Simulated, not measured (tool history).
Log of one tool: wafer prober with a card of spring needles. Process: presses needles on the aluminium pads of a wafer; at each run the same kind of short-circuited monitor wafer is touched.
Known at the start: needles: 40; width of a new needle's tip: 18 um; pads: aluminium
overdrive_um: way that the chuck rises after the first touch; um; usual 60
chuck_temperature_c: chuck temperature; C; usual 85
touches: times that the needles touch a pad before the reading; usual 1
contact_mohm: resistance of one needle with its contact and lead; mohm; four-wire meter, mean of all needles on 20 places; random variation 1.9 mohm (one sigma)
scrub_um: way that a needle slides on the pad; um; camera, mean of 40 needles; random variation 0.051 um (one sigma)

run 1 day=0 | overdrive_um=60 chuck_temperature_c=85 touches=1 | contact_mohm=201 scrub_um=16.47
-- day=0.058 tips cleaned on abrasive film
run 2 day=0.488 | overdrive_um=60 chuck_temperature_c=85 touches=1 | contact_mohm=202 scrub_um=16.44
-- day=0.65 tips cleaned on abrasive film
-- day=0.862 height of the first contact set anew
run 3 day=0.925 | overdrive_um=60 chuck_temperature_c=85 touches=1 | contact_mohm=205 scrub_um=16.49
-- day=1.262 tips cleaned on abrasive film
run 4 day=1.704 | overdrive_um=60 chuck_temperature_c=85 touches=1 | contact_mohm=205 scrub_um=16.46
-- day=1.871 tips cleaned on abrasive film
run 5 day=2.4 | overdrive_um=60 chuck_temperature_c=85 touches=3 | contact_mohm=202 scrub_um=16.49
-- day=2.467 tips cleaned on abrasive film
run 6 day=2.754 | overdrive_um=60 chuck_temperature_c=85 touches=2 | contact_mohm=204 scrub_um=16.53
-- day=3.079 tips cleaned on abrasive film
run 7 day=3.379 | overdrive_um=60 chuck_temperature_c=85 touches=1 | contact_mohm=202 scrub_um=16.49
-- day=3.671 tips cleaned on abrasive film
run 8 day=3.979 | overdrive_um=60 chuck_temperature_c=85 touches=1 | contact_mohm=202 scrub_um=16.56
-- day=4.325 tips cleaned on abrasive film
run 9 day=4.792 | overdrive_um=60 chuck_temperature_c=85 touches=1 | contact_mohm=201 scrub_um=16.61
-- day=4.917 tips cleaned on abrasive film
-- day=5.554 tips cleaned on abrasive film
run 10 day=5.554 | overdrive_um=61 chuck_temperature_c=75 touches=3 | contact_mohm=199 scrub_um=16.77
-- day=6.154 tips cleaned on abrasive film
run 11 day=6.279 | overdrive_um=61 chuck_temperature_c=75 touches=3 | contact_mohm=196 scrub_um=16.85
run 12 day=6.738 | overdrive_um=55 chuck_temperature_c=119 touches=1 | contact_mohm=212 scrub_um=15.28
-- day=6.783 tips cleaned on abrasive film
run 13 day=7.233 | overdrive_um=44 chuck_temperature_c=117 touches=2 | contact_mohm=219 scrub_um=12.21
-- day=7.383 tips cleaned on abrasive film
run 14 day=7.771 | overdrive_um=72 chuck_temperature_c=39 touches=2 | contact_mohm=186 scrub_um=19.98
-- day=8.025 tips cleaned on abrasive film
run 15 day=8.154 | overdrive_um=72 chuck_temperature_c=39 touches=1 | contact_mohm=192 scrub_um=19.94
-- day=8.621 tips cleaned on abrasive film
run 16 day=8.767 | overdrive_um=42 chuck_temperature_c=26 touches=2 | contact_mohm=195 scrub_um=11.67
-- day=9.212 tips cleaned on abrasive film
run 17 day=9.567 | overdrive_um=42 chuck_temperature_c=26 touches=2 | contact_mohm=196 scrub_um=11.67

Forecast each of these 4 alternatives for the next run:
-- day=9.838 tips cleaned on abrasive film
run A day=10.208 | overdrive_um=51 chuck_temperature_c=33 touches=2 | contact_mohm=? scrub_um=?
-- day=9.838 tips cleaned on abrasive film
run B day=10.208 | overdrive_um=45 chuck_temperature_c=26 touches=2 | contact_mohm=? scrub_um=?
-- day=9.838 tips cleaned on abrasive film
run C day=10.208 | overdrive_um=41 chuck_temperature_c=29 touches=1 | contact_mohm=? scrub_um=?
-- day=9.838 tips cleaned on abrasive film
run D day=10.208 | overdrive_um=64 chuck_temperature_c=101 touches=2 | contact_mohm=? scrub_um=?

run=A contact_mohm=195 scrub_um=14.27
run=B contact_mohm=196 scrub_um=12.64
run=C contact_mohm=197 scrub_um=11.42
run=D contact_mohm=205 scrub_um=17.83
Without the tool's hidden state the same runs would have given:
run=A contact_mohm=194 scrub_um=14.04
run=B contact_mohm=195 scrub_um=12.44
run=C contact_mohm=196 scrub_um=11.24
run=D contact_mohm=205 scrub_um=17.55

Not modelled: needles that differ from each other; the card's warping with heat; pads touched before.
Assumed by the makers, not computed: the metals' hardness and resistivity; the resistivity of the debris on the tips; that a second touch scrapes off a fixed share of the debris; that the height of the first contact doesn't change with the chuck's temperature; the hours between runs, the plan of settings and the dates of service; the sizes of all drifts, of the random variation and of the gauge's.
